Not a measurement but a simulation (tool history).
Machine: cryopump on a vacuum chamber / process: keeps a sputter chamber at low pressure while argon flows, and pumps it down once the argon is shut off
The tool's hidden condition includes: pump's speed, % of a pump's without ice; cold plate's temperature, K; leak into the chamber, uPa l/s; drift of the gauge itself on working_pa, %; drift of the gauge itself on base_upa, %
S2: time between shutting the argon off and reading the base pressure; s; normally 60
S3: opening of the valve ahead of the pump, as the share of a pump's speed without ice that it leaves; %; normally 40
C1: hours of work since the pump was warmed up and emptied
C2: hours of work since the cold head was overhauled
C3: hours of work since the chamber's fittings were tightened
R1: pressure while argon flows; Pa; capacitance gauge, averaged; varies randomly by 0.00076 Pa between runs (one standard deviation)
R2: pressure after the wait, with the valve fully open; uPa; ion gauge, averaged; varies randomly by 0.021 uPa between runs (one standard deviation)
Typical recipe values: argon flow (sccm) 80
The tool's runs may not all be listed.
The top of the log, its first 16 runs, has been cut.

run 17 day=12.317 | argon_flow_(sccm)=143 S2=50 S3=58 | C1=249 C2=249 C3=1056 | R1=0.1839 R2=1.86
run 18 day=13.088 | argon_flow_(sccm)=95 S2=28 S3=24 | C1=257 C2=257 C3=1064 | R1=0.2866 R2=2.12
run 19 day=14.042 | argon_flow_(sccm)=156 S2=31 S3=40 | C1=267 C2=267 C3=1074 | R1=0.2875 R2=2.05
run 20 day=14.738 | argon_flow_(sccm)=80 S2=20 S3=27 | C1=274 C2=274 C3=1082 | R1=0.2149 R2=2.45
run 21 day=15.675 | argon_flow_(sccm)=130 S2=60 S3=40 | C1=284 C2=284 C3=1091 | R1=0.2383 R2=1.95
run 22 day=16.175 | argon_flow_(sccm)=80 S2=82 S3=39 | C1=289 C2=289 C3=1097 | R1=0.1518 R2=1.80
run 23 day=17.221 | argon_flow_(sccm)=80 S2=56 S3=33 | C1=300 C2=300 C3=1108 | R1=0.1764 R2=1.91
run 24 day=18.300 | argon_flow_(sccm)=77 S2=56 S3=33 | C1=311 C2=311 C3=1119 | R1=0.1722 R2=1.99
run 25 day=19.112 | argon_flow_(sccm)=51 S2=22 S3=19 | C1=320 C2=320 C3=1127 | R1=0.1935 R2=2.44
run 26 day=20.188 | argon_flow_(sccm)=133 S2=22 S3=25 | C1=331 C2=331 C3=1139 | R1=0.3842 R2=2.39
run 27 day=20.796 | argon_flow_(sccm)=121 S2=33 S3=16 | C1=338 C2=338 C3=1145 | R1=0.5448 R2=2.20
run 28 day=21.346 | argon_flow_(sccm)=121 S2=33 S3=16 | C1=343 C2=343 C3=1151 | R1=0.5459 R2=2.21
-- day=21.525 leaking fittings of the chamber tightened, without venting
run 29 day=22.425 | argon_flow_(sccm)=121 S2=33 S3=16 | C1=354 C2=354 C3=9 | R1=0.5470 R2=0.62
run 30 day=23.500 | argon_flow_(sccm)=130 S2=46 S3=41 | C1=365 C2=365 C3=21 | R1=0.2369 R2=0.50

Here are 4 independent what-if runs from the current tool condition. What would each one return?
run A day=24.054 | argon_flow_(sccm)=45 S2=64 S3=40 | C1=371 C2=371 C3=26 | R1=? R2=?
run B day=24.054 | argon_flow_(sccm)=49 S2=50 S3=41 | C1=371 C2=371 C3=26 | R1=? R2=?
run C day=24.054 | argon_flow_(sccm)=130 S2=24 S3=41 | C1=371 C2=371 C3=26 | R1=? R2=?
run D day=24.054 | argon_flow_(sccm)=38 S2=32 S3=19 | C1=371 C2=371 C3=26 | R1=? R2=?

run=A R1=0.0823 R2=0.41
run=B R1=0.0898 R2=0.52
run=C R1=0.2356 R2=0.85
run=D R1=0.1441 R2=0.71
Stripped of hidden state, with their random variation kept, the same runs would have yielded:
run=A R1=0.0784 R2=0.35
run=B R1=0.0854 R2=0.46
run=C R1=0.2241 R2=0.80
run=D R1=0.1407 R2=0.65

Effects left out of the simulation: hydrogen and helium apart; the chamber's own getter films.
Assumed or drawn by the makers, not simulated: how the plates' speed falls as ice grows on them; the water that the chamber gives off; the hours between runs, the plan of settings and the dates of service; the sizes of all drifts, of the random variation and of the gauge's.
